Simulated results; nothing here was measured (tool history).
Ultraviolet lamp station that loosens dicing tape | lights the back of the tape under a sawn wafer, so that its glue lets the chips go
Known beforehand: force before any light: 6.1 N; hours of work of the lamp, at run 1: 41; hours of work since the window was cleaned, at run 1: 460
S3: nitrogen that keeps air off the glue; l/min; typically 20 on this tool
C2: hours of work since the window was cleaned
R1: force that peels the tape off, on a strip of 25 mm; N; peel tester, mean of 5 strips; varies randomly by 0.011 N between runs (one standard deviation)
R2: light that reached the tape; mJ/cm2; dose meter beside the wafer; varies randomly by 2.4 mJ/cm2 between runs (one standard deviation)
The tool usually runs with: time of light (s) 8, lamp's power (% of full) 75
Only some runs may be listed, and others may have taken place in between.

{"run": 1, "day": 0.0, "time of light (s)": 8, "lamp's power (% of full)": 75, "S3": 20, "hours of work of the lamp": 41, "C2": 460, "R1": 0.559, "R2": 247}
{"run": 2, "day": 0.288, "time of light (s)": 8, "lamp's power (% of full)": 75, "S3": 20, "hours of work of the lamp": 45, "C2": 464, "R1": 0.564, "R2": 247}
{"run": 3, "day": 0.475, "time of light (s)": 8, "lamp's power (% of full)": 75, "S3": 20, "hours of work of the lamp": 48, "C2": 466, "R1": 0.523, "R2": 243}
{"run": 4, "day": 0.721, "time of light (s)": 8, "lamp's power (% of full)": 75, "S3": 20, "hours of work of the lamp": 51, "C2": 469, "R1": 0.562, "R2": 251}
{"run": 5, "day": 0.942, "time of light (s)": 8, "lamp's power (% of full)": 75, "S3": 20, "hours of work of the lamp": 54, "C2": 472, "R1": 0.533, "R2": 247}
{"run": 6, "day": 1.183, "time of light (s)": 8, "lamp's power (% of full)": 75, "S3": 20, "hours of work of the lamp": 57, "C2": 476, "R1": 0.521, "R2": 244}
{"run": 7, "day": 1.542, "time of light (s)": 8, "lamp's power (% of full)": 99, "S3": 20, "hours of work of the lamp": 62, "C2": 480, "R1": 0.318, "R2": 324}
{"run": 8, "day": 1.829, "time of light (s)": 8, "lamp's power (% of full)": 75, "S3": 20, "hours of work of the lamp": 66, "C2": 484, "R1": 0.537, "R2": 245}
{"run": 9, "day": 2.112, "time of light (s)": 8, "lamp's power (% of full)": 75, "S3": 20, "hours of work of the lamp": 69, "C2": 488, "R1": 0.538, "R2": 245}
{"run": 10, "day": 2.379, "time of light (s)": 8, "lamp's power (% of full)": 75, "S3": 20, "hours of work of the lamp": 73, "C2": 492, "R1": 0.563, "R2": 242}
{"run": 11, "day": 2.742, "time of light (s)": 8, "lamp's power (% of full)": 92, "S3": 20, "hours of work of the lamp": 78, "C2": 496, "R1": 0.375, "R2": 299}
{"run": 12, "day": 3.096, "time of light (s)": 6, "lamp's power (% of full)": 81, "S3": 19, "hours of work of the lamp": 83, "C2": 501, "R1": 0.838, "R2": 197}
{"run": 13, "day": 3.508, "time of light (s)": 5, "lamp's power (% of full)": 62, "S3": 31, "hours of work of the lamp": 88, "C2": 507, "R1": 1.45, "R2": 127}
{"run": 14, "day": 3.879, "time of light (s)": 7, "lamp's power (% of full)": 91, "S3": 6, "hours of work of the lamp": 93, "C2": 512, "R1": 0.935, "R2": 256}
{"run": 15, "day": 4.075, "time of light (s)": 5, "lamp's power (% of full)": 87, "S3": 18, "hours of work of the lamp": 96, "C2": 514, "R1": 1.014, "R2": 174}
{"run": 16, "day": 4.446, "time of light (s)": 5, "lamp's power (% of full)": 87, "S3": 18, "hours of work of the lamp": 101, "C2": 519, "R1": 1.004, "R2": 174}

Forecast run 17:
{"run": 17, "day": 4.725, "time of light (s)": 5, "lamp's power (% of full)": 65, "S3": 21, "hours of work of the lamp": 104, "C2": 523, "R1": "?", "R2": "?"}

Run 17 came out at R1 1.490 N, R2 129 mJ/cm2.
Take away the tool's hidden state, keep the run-to-run variation as it was, and the same run would have given R1 1.350 N, R2 139 mJ/cm2.
